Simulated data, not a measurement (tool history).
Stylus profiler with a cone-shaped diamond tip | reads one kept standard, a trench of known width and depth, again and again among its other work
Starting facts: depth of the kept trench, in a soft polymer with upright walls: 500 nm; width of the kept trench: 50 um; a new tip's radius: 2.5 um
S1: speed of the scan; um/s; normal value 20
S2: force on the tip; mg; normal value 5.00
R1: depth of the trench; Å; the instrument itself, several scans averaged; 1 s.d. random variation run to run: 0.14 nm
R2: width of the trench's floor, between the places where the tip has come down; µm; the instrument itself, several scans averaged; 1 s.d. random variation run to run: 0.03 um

| run | hour | S1 | S2 | R1 | R2 |
|---|---|---|---|---|---|
| 1 | 0.0 | 20 | 5.00 | 5080.8 | 46.93 |
| 2 | 16.6 | 22 | 5.00 | 5082.8 | 46.93 |
| 3 | 33.0 | 22 | 5.00 | 5082.5 | 46.89 |
| 4 | 51.1 | 20 | 9.68 | 5124.6 | 46.94 |
| 5 | 67.6 | 37 | 5.00 | 5083.4 | 46.83 |
| 6 | 78.8 | 37 | 5.00 | 5079.9 | 46.88 |
| 7 | 90.1 | 37 | 5.00 | 5078.7 | 46.86 |
| 8 | 108.3 | 20 | 5.00 | 5080.0 | 46.90 |
| 9 | 117.6 | 20 | 5.00 | 5081.8 | 46.97 |
| 10 | 126.9 | 13 | 5.00 | 5081.0 | 46.95 |
| 11 | 141.9 | 13 | 5.00 | 5082.6 | 46.93 |
| 12 | 158.8 | 31 | 5.00 | 5079.6 | 46.86 |
| 13 | 172.9 | 31 | 5.00 | 5079.8 | 46.88 |
| 14 | 180.9 | 31 | 5.00 | 5077.0 | 46.84 |
| 15 | 192.5 | 36 | 3.64 | 5066.7 | 46.78 |
| 16 | 205.7 | 17 | 11.98 | 5144.8 | 46.97 |
| 17 | 223.1 | 17 | 11.98 | 5148.5 | 46.93 |
| 18 | 231.8 | 59 | 6.95 | 5099.7 | 46.76 |
| 19 | 239.6 | 32 | 2.67 | 5050.9 | 46.86 |
| 20 | 248.1 | 26 | 3.61 | 5069.4 | 46.88 |
| 21 | 260.8 | 26 | 3.61 | 5065.7 | 46.85 |
| 22 | 278.9 | 38 | 4.62 | 5078.4 | 46.81 |
| 23 | 295.5 | 8 | 2.51 | 5051.2 | 46.94 |
| 24 | 305.6 | 23 | 7.10 | 5104.7 | 46.87 |
| 25 | 317.1 | 20 | 1.81 | 5044.2 | 46.90 |
| 26 | 325.9 | 20 | 1.81 | 5042.0 | 46.89 |
| 27 | 341.0 | 20 | 1.81 | 5042.2 | 46.86 |
| 28 | 358.6 | 20 | 11.39 | 5141.2 | 46.90 |

Consider 5 possible next runs. They are alternatives, not a sequence: every one starts from the tool as it was left by run 28. What does each give?
| A | 368.7 | 20 | 4.54 | ? | ? |
| B | 368.7 | 27 | 2.98 | ? | ? |
| C | 368.7 | 20 | 4.70 | ? | ? |
| D | 368.7 | 13 | 11.39 | ? | ? |
| E | 368.7 | 10 | 2.07 | ? | ? |

| run | R1 | R2 |
|---|---|---|
| A | 5077.8 | 46.96 |
| B | 5057.8 | 46.85 |
| C | 5074.7 | 46.90 |
| D | 5144.3 | 46.97 |
| E | 5046.0 | 46.90 |
Without the tool's hidden state the same runs would have given:
| run | R1 | R2 |
|---|---|---|
| A | 5077.8 | 46.96 |
| B | 5057.8 | 46.85 |
| C | 5074.8 | 46.91 |
| D | 5144.4 | 46.97 |
| E | 5046.0 | 46.90 |
